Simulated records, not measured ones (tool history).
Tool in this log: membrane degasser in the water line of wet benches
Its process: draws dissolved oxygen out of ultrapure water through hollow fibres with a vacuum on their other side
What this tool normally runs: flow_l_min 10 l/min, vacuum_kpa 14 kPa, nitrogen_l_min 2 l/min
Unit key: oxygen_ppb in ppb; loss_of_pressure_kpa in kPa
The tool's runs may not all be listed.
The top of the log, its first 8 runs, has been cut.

Run 9, day 15.388: usual settings. Result: oxygen_ppb 161.8 ppb, loss_of_pressure_kpa 34.29 kPa.
Run 10, day 17.496: usual settings but flow_l_min 9 l/min. Result: oxygen_ppb 143.5 ppb, loss_of_pressure_kpa 31.07 kPa.
Run 11, day 19.283: usual settings but vacuum_kpa 8.5 kPa. Result: oxygen_ppb 96.8 ppb, loss_of_pressure_kpa 33.94 kPa.
Run 12, day 21.092: usual settings but vacuum_kpa 8.5 kPa. Result: oxygen_ppb 97.3 ppb, loss_of_pressure_kpa 34.04 kPa.
Run 13, day 23.45: usual settings but vacuum_kpa 8.5 kPa. Result: oxygen_ppb 98.7 ppb, loss_of_pressure_kpa 33.97 kPa.
Run 14, day 25.596: usual settings but vacuum_kpa 8.5 kPa. Result: oxygen_ppb 99.2 ppb, loss_of_pressure_kpa 33.87 kPa.
Run 15, day 26.725: usual settings but nitrogen_l_min 4.17 l/min. Result: oxygen_ppb 96.5 ppb, loss_of_pressure_kpa 33.91 kPa.
Run 16, day 29.392: usual settings but vacuum_kpa 13.2 kPa. Result: oxygen_ppb 153.7 ppb, loss_of_pressure_kpa 33.92 kPa.
Run 17, day 31.612: usual settings but vacuum_kpa 13.2 kPa. Result: oxygen_ppb 157 ppb, loss_of_pressure_kpa 34.05 kPa.
At day 31.817: gauge calibrated.
Run 18, day 34.292: usual settings but flow_l_min 11 l/min, nitrogen_l_min 2.41 l/min. Result: oxygen_ppb 168.9 ppb, loss_of_pressure_kpa 38.07 kPa.
Run 19, day 35.696: usual settings but flow_l_min 9 l/min, vacuum_kpa 10.8 kPa, nitrogen_l_min 1.44 l/min. Result: oxygen_ppb 136.6 ppb, loss_of_pressure_kpa 31.16 kPa.
Run 20, day 36.829: usual settings but vacuum_kpa 11 kPa, nitrogen_l_min 3.88 l/min. Result: oxygen_ppb 84.1 ppb, loss_of_pressure_kpa 34.57 kPa.
Run 21, day 38.862: usual settings but vacuum_kpa 33.7 kPa, nitrogen_l_min 4.25 l/min. Result: oxygen_ppb 207.5 ppb, loss_of_pressure_kpa 34.61 kPa.
Run 22, day 41.096: usual settings but vacuum_kpa 12.8 kPa, nitrogen_l_min 2.58 l/min. Result: oxygen_ppb 125.2 ppb, loss_of_pressure_kpa 34.62 kPa.
Run 23, day 43.654: usual settings but vacuum_kpa 12.8 kPa, nitrogen_l_min 2.58 l/min. Result: oxygen_ppb 126.1 ppb, loss_of_pressure_kpa 34.47 kPa.
Run 24, day 45.146: usual settings but vacuum_kpa 9.3 kPa, nitrogen_l_min 1.22 l/min. Result: oxygen_ppb 153.1 ppb, loss_of_pressure_kpa 34.34 kPa.
Run 25, day 47.479: usual settings but vacuum_kpa 23.8 kPa, nitrogen_l_min 0.82 l/min. Result: oxygen_ppb 575.4 ppb, loss_of_pressure_kpa 34.64 kPa.
Run 26, day 49.546: usual settings but flow_l_min 8 l/min, vacuum_kpa 14.2 kPa, nitrogen_l_min 2.02 l/min. Result: oxygen_ppb 121.9 ppb, loss_of_pressure_kpa 27.57 kPa.
Run 27, day 51.358: usual settings but flow_l_min 8 l/min, vacuum_kpa 14.2 kPa, nitrogen_l_min 2.02 l/min. Result: oxygen_ppb 120.2 ppb, loss_of_pressure_kpa 27.13 kPa.
Run 28, day 52.867: usual settings but flow_l_min 6 l/min, nitrogen_l_min 1.01 l/min. Result: oxygen_ppb 159.1 ppb, loss_of_pressure_kpa 20.33 kPa.
Run 29, day 54.933: usual settings but vacuum_kpa 12.4 kPa, nitrogen_l_min 1.19 l/min. Result: oxygen_ppb 211.3 ppb, loss_of_pressure_kpa 34.34 kPa.
Run 30, day 57.283: usual settings but flow_l_min 11 l/min, vacuum_kpa 12.8 kPa, nitrogen_l_min 2.06 l/min. Result: oxygen_ppb 173.5 ppb, loss_of_pressure_kpa 37.32 kPa.
Run 31, day 59.342: usual settings but flow_l_min 11 l/min, vacuum_kpa 12.8 kPa, nitrogen_l_min 2.06 l/min. Result: oxygen_ppb 169.3 ppb, loss_of_pressure_kpa 37.53 kPa.
Run 32, day 61.396: usual settings but flow_l_min 9 l/min, vacuum_kpa 10.5 kPa, nitrogen_l_min 4.35 l/min. Result: oxygen_ppb 59.9 ppb, loss_of_pressure_kpa 30.36 kPa.

Below are 3 alternative next runs, each starting from the tool's condition after run 32. Predict each:
Run A, day 63.096: usual settings but flow_l_min 9 l/min, vacuum_kpa 16 kPa, nitrogen_l_min 0.83 l/min. Result: oxygen_ppb ?, loss_of_pressure_kpa ?.
Run B, day 63.096: usual settings but flow_l_min 16 l/min, vacuum_kpa 20.8 kPa, nitrogen_l_min 2.42 l/min. Result: oxygen_ppb ?, loss_of_pressure_kpa ?.
Run C, day 63.096: usual settings but flow_l_min 13 l/min, vacuum_kpa 13.6 kPa, nitrogen_l_min 5.75 l/min. Result: oxygen_ppb ?, loss_of_pressure_kpa ?.

run  oxygen_ppb  loss_of_pressure_kpa
  A         338                 30.39
  B       421.9                    54
  C       144.2                 44.09
The same runs, with their run-to-run variation unchanged, on a tool lacking any hidden condition would have given:
run  oxygen_ppb  loss_of_pressure_kpa
  A       337.8                  31.2
  B       421.6                 55.44
  C       144.1                 45.26

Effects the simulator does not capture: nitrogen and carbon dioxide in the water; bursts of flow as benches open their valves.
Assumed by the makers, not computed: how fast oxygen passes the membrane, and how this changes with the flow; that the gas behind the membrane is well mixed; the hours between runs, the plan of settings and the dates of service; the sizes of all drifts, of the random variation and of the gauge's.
